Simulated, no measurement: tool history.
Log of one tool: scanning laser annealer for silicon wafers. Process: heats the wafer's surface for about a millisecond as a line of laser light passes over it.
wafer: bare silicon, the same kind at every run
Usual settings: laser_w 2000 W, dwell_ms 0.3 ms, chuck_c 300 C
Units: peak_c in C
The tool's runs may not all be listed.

{"run": 1, "hour": 0.0, "laser_w": 2000, "dwell_ms": 0.3, "chuck_c": 300, "peak_c": 1076}
{"run": 2, "hour": 9.5, "laser_w": 2000, "dwell_ms": 0.366, "chuck_c": 300, "peak_c": 1170}
{"run": 3, "hour": 24.8, "laser_w": 1976, "dwell_ms": 0.3, "chuck_c": 300, "peak_c": 1064}
{"run": 4, "hour": 45.3, "laser_w": 2000, "dwell_ms": 0.218, "chuck_c": 300, "peak_c": 940}
{"run": 5, "hour": 59.4, "laser_w": 2000, "dwell_ms": 0.218, "chuck_c": 300, "peak_c": 937}
{"run": 6, "hour": 68.1, "laser_w": 2000, "dwell_ms": 0.218, "chuck_c": 300, "peak_c": 942}
{"run": 7, "hour": 81.9, "laser_w": 2000, "dwell_ms": 0.218, "chuck_c": 300, "peak_c": 939}
{"run": 8, "hour": 93.6, "laser_w": 2000, "dwell_ms": 0.3, "chuck_c": 321, "peak_c": 1097}
{"run": 9, "hour": 108.7, "laser_w": 2000, "dwell_ms": 0.3, "chuck_c": 321, "peak_c": 1094}
{"run": 10, "hour": 120.5, "laser_w": 2000, "dwell_ms": 0.3, "chuck_c": 321, "peak_c": 1092}
{"hour": 131.4, "done": "optics aligned, line set to its width"}
{"run": 11, "hour": 143.1, "laser_w": 2029, "dwell_ms": 0.363, "chuck_c": 321, "peak_c": 1200}
{"run": 12, "hour": 163.4, "laser_w": 2029, "dwell_ms": 0.363, "chuck_c": 321, "peak_c": 1200}
{"run": 13, "hour": 184.1, "laser_w": 2029, "dwell_ms": 0.363, "chuck_c": 321, "peak_c": 1197}
{"run": 14, "hour": 202.2, "laser_w": 2029, "dwell_ms": 0.245, "chuck_c": 328, "peak_c": 1025}
{"run": 15, "hour": 214.2, "laser_w": 1796, "dwell_ms": 0.222, "chuck_c": 280, "peak_c": 858}
{"run": 16, "hour": 225.6, "laser_w": 2006, "dwell_ms": 0.256, "chuck_c": 297, "peak_c": 1001}
{"run": 17, "hour": 240.9, "laser_w": 2006, "dwell_ms": 0.256, "chuck_c": 297, "peak_c": 1006}

5 ways to go on from here, each from the tool as it stands after run 17. What would each give?
{"run": "A", "hour": 257.5, "laser_w": 2006, "dwell_ms": 0.272, "chuck_c": 297, "peak_c": "?"}
{"run": "B", "hour": 257.5, "laser_w": 1735, "dwell_ms": 0.309, "chuck_c": 283, "peak_c": "?"}
{"run": "C", "hour": 257.5, "laser_w": 1801, "dwell_ms": 0.3, "chuck_c": 312, "peak_c": "?"}
{"run": "D", "hour": 257.5, "laser_w": 2006, "dwell_ms": 0.256, "chuck_c": 337, "peak_c": "?"}
{"run": "E", "hour": 257.5, "laser_w": 2000, "dwell_ms": 0.3, "chuck_c": 311, "peak_c": "?"}

run=A peak_c=1030
run=B peak_c=966
run=C peak_c=1008
run=D peak_c=1041
run=E peak_c=1085
Without the tool's hidden state the same runs would have given:
run=A peak_c=1030
run=B peak_c=966
run=C peak_c=1009
run=D peak_c=1041
run=E peak_c=1085
